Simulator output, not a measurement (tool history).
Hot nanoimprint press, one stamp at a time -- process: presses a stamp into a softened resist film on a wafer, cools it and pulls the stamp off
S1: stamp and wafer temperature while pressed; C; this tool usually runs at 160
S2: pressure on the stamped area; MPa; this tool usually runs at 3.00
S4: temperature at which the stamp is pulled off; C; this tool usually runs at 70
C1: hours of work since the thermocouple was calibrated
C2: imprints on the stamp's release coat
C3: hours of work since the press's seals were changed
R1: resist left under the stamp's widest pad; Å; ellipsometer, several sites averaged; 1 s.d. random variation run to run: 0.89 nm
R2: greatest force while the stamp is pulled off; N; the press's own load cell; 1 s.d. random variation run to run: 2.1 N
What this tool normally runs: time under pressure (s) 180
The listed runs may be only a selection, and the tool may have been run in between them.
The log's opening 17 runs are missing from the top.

run 18 hour=650.3 | S1=161 S2=1.82 time_under_pressure_(s)=143 S4=70 | C1=92 C2=1470 C3=57 | R1=2953 R2=123
run 19 hour=680.1 | S1=158 S2=3.00 time_under_pressure_(s)=279 S4=70 | C1=116 C2=1643 C3=80 | R1=2206 R2=122
-- hour=718.9 stamp cleaned and given a new release coat
run 20 hour=719.1 | S1=150 S2=2.62 time_under_pressure_(s)=261 S4=70 | C1=142 C2=1 C3=106 | R1=3088 R2=126
run 21 hour=764.9 | S1=150 S2=2.62 time_under_pressure_(s)=298 S4=70 | C1=177 C2=267 C3=142 | R1=3025 R2=125
run 22 hour=787.4 | S1=150 S2=2.62 time_under_pressure_(s)=298 S4=70 | C1=195 C2=397 C3=159 | R1=3026 R2=124
run 23 hour=830.8 | S1=161 S2=2.43 time_under_pressure_(s)=298 S4=72 | C1=229 C2=649 C3=193 | R1=2174 R2=116
run 24 hour=854.3 | S1=160 S2=2.37 time_under_pressure_(s)=145 S4=71 | C1=247 C2=785 C3=212 | R1=2758 R2=119
run 25 hour=899.9 | S1=160 S2=2.81 time_under_pressure_(s)=180 S4=63 | C1=283 C2=1049 C3=247 | R1=2430 R2=144
run 26 hour=925.0 | S1=160 S2=2.78 time_under_pressure_(s)=180 S4=70 | C1=303 C2=1195 C3=267 | R1=2450 R2=123
run 27 hour=977.0 | S1=160 S2=1.86 time_under_pressure_(s)=180 S4=57 | C1=343 C2=1497 C3=308 | R1=2910 R2=155
run 28 hour=1021.2 | S1=160 S2=1.86 time_under_pressure_(s)=180 S4=57 | C1=378 C2=1754 C3=342 | R1=2945 R2=156
-- hour=1043.3 stamp cleaned and given a new release coat
run 29 hour=1052.8 | S1=167 S2=1.86 time_under_pressure_(s)=180 S4=57 | C1=398 C2=55 C3=362 | R1=2390 R2=156
run 30 hour=1102.2 | S1=167 S2=1.86 time_under_pressure_(s)=112 S4=57 | C1=437 C2=342 C3=401 | R1=2718 R2=162

What does the tool deliver on the next run?
run 31 hour=1147.6 | S1=167 S2=1.86 time_under_pressure_(s)=112 S4=57 | C1=472 C2=605 C3=437 | R1=? R2=?

R1: 2698 Å
R2: 155 N
With no hidden state in the tool, this same run would have given R1 2602 Å, R2 155 N.

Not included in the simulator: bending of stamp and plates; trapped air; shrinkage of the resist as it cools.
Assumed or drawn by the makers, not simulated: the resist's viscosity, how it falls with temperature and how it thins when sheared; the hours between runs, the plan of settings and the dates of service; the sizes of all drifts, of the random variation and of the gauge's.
